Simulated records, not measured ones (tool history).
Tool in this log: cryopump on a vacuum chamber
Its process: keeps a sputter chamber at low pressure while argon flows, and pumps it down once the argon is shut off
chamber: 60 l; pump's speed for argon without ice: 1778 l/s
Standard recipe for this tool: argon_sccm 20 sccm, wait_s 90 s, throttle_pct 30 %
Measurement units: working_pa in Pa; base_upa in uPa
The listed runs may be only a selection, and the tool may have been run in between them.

run 1 day=0.000 | argon_sccm=20 wait_s=90 throttle_pct=30 | working_pa=0.0659 base_upa=0.81
run 2 day=1.050 | argon_sccm=20 wait_s=90 throttle_pct=44 | working_pa=0.0452 base_upa=0.80
run 3 day=2.246 | argon_sccm=20 wait_s=90 throttle_pct=58 | working_pa=0.0352 base_upa=0.85
run 4 day=3.512 | argon_sccm=20 wait_s=90 throttle_pct=58 | working_pa=0.0347 base_upa=0.82
run 5 day=4.633 | argon_sccm=20 wait_s=90 throttle_pct=58 | working_pa=0.0361 base_upa=0.82
run 6 day=6.217 | argon_sccm=20 wait_s=90 throttle_pct=58 | working_pa=0.0360 base_upa=0.84
run 7 day=7.379 | argon_sccm=9 wait_s=90 throttle_pct=30 | working_pa=0.0292 base_upa=0.82
run 8 day=8.821 | argon_sccm=20 wait_s=90 throttle_pct=30 | working_pa=0.0668 base_upa=0.84
run 9 day=9.758 | argon_sccm=21 wait_s=90 throttle_pct=30 | working_pa=0.0694 base_upa=0.85
run 10 day=11.088 | argon_sccm=21 wait_s=90 throttle_pct=30 | working_pa=0.0694 base_upa=0.85
run 11 day=12.475 | argon_sccm=23 wait_s=90 throttle_pct=30 | working_pa=0.0763 base_upa=0.87
run 12 day=14.275 | argon_sccm=20 wait_s=27 throttle_pct=30 | working_pa=0.0663 base_upa=2.20
run 13 day=15.225 | argon_sccm=20 wait_s=27 throttle_pct=30 | working_pa=0.0672 base_upa=2.19
run 14 day=16.350 | argon_sccm=28 wait_s=257 throttle_pct=23 | working_pa=0.1221 base_upa=0.51
run 15 day=17.925 | argon_sccm=28 wait_s=294 throttle_pct=23 | working_pa=0.1219 base_upa=0.47
run 16 day=19.200 | argon_sccm=28 wait_s=294 throttle_pct=23 | working_pa=0.1212 base_upa=0.49
run 17 day=20.621 | argon_sccm=28 wait_s=294 throttle_pct=23 | working_pa=0.1210 base_upa=0.46
run 18 day=21.975 | argon_sccm=9 wait_s=35 throttle_pct=36 | working_pa=0.0247 base_upa=1.77
run 19 day=23.688 | argon_sccm=9 wait_s=35 throttle_pct=36 | working_pa=0.0262 base_upa=1.77

Forecast each of these 3 alternatives for the next run:
run A day=25.300 | argon_sccm=25 wait_s=146 throttle_pct=60 | working_pa=? base_upa=?
run B day=25.300 | argon_sccm=8 wait_s=35 throttle_pct=23 | working_pa=? base_upa=?
run C day=25.300 | argon_sccm=17 wait_s=178 throttle_pct=30 | working_pa=? base_upa=?

run=A working_pa=0.0459 base_upa=0.67
run=B working_pa=0.0349 base_upa=1.79
run=C working_pa=0.0573 base_upa=0.64
With the hidden condition removed and each run's random variation left untouched, the same runs would have given:
run=A working_pa=0.0398 base_upa=0.51
run=B working_pa=0.0329 base_upa=1.64
run=C working_pa=0.0531 base_upa=0.48
